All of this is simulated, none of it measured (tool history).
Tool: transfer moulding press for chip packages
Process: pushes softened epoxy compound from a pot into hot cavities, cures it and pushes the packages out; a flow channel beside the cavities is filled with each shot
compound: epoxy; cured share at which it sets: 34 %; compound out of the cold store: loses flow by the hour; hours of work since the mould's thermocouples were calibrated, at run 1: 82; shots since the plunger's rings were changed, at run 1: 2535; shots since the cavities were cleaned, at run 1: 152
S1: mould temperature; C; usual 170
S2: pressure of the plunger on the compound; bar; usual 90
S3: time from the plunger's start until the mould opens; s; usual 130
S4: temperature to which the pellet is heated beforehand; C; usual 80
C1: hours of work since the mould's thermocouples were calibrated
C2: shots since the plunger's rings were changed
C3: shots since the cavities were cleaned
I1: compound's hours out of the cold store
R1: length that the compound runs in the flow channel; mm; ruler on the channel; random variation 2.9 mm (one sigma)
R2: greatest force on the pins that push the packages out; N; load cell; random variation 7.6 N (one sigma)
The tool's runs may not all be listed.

run     day   S1     S2   S3  S4   C1    C2   C3    I1   R1   R2
  1       0  170     90  130  80   82  2535  152  39.6  703  374
      1.729  -- cavities cleaned with cleaning compound and waxed
      2.779  -- plunger's sealing rings changed
  2   3.896  170     90  130  80  142   263  486    12  822  476
      4.158  -- cavities cleaned with cleaning compound and waxed
      6.671  -- cavities cleaned with cleaning compound and waxed
  3   7.921  170     90  130  80  204  1184  294  39.2  719  397
      8.917  -- cavities cleaned with cleaning compound and waxed
     11.258  -- cavities cleaned with cleaning compound and waxed
  4  11.808  170     90  130  72  264  2073  130    15  793  379
     13.575  -- cavities cleaned with cleaning compound and waxed
  5  13.746  170     90  130  72  294  2516   41  14.6  787  350
     14.354  -- mould's thermocouples calibrated
     16.004  -- cavities cleaned with cleaning compound and waxed
     16.479  -- plunger's sealing rings changed
  6  18.012  170     90  143  72   56   362  450  20.4  796  440
     18.392  -- cavities cleaned with cleaning compound and waxed
     20.729  -- cavities cleaned with cleaning compound and waxed
  7  21.925  170     90  143  72  116  1255  281    34  740  410
     22.312  -- mould's thermocouples calibrated, once more
     23.058  -- cavities cleaned with cleaning compound and waxed
  8  24.192  170     90  143  72   29  1757  268  11.7  802  397
     25.325  -- cavities cleaned with cleaning compound and waxed
  9  26.212  170     90  143  72   60  2219  210  24.1  763  381
     27.608  -- cavities cleaned with cleaning compound and waxed
 10  28.842  168     90  143  76  101  2825  291  15.7  789  429
     30.008  -- cavities cleaned with cleaning compound and waxed
     30.312  -- plunger's sealing rings changed
 11  31.138  166     90  143  76  135   194  241  19.4  813  411
      32.65  -- cavities cleaned with cleaning compound and waxed
 12  33.217  166   90.7  143  74  167   670  133  22.4  804  372
     34.983  -- cavities cleaned with cleaning compound and waxed
 13  36.358  176     90  130  89  217  1397  325    30  721  400
      37.35  -- cavities cleaned with cleaning compound and waxed
 14  39.133  166     90  130  80  260  2037  420  33.5  747  503
     39.862  -- cavities cleaned with cleaning compound and waxed
 15  41.021  166     90  130  80  289  2469  274  44.2  711  473
     41.904  -- mould's thermocouples calibrated
     42.338  -- cavities cleaned with cleaning compound and waxed
 16  43.208  163  100.2  122  71   20  2951  206  17.8  852  645
     44.238  -- plunger's sealing rings changed
      44.85  -- cavities cleaned with cleaning compound and waxed
 17  46.529  163  100.2  122  83   70   526  396  10.4  909  702

5 ways to go on from here, each from the tool as it stands after run 17. What would each give?
     47.279  -- cavities cleaned with cleaning compound and waxed
  A  49.242  175     90  147  80  112  1152  463  40.5   ?   ?
     47.279  -- cavities cleaned with cleaning compound and waxed
  B  49.242  173   97.9  142  80  112  1152  463  46.7   ?   ?
     47.279  -- cavities cleaned with cleaning compound and waxed
  C  49.242  167  101.1  130  78  112  1152  463  14.3   ?   ?
     47.279  -- cavities cleaned with cleaning compound and waxed
  D  49.242  170     90  134  84  112  1152  463   8.5   ?   ?
     47.279  -- cavities cleaned with cleaning compound and waxed
  E  49.242  169   75.3  130  87  112  1152  463  13.2   ?   ?

run   R1   R2
  A  695  405
  B  716  410
  C  858  521
  D  815  456
  E  736  476
Without the tool's hidden state the same runs would have given:
run   R1   R2
  A  708  286
  B  729  290
  C  875  376
  D  831  326
  E  751  341

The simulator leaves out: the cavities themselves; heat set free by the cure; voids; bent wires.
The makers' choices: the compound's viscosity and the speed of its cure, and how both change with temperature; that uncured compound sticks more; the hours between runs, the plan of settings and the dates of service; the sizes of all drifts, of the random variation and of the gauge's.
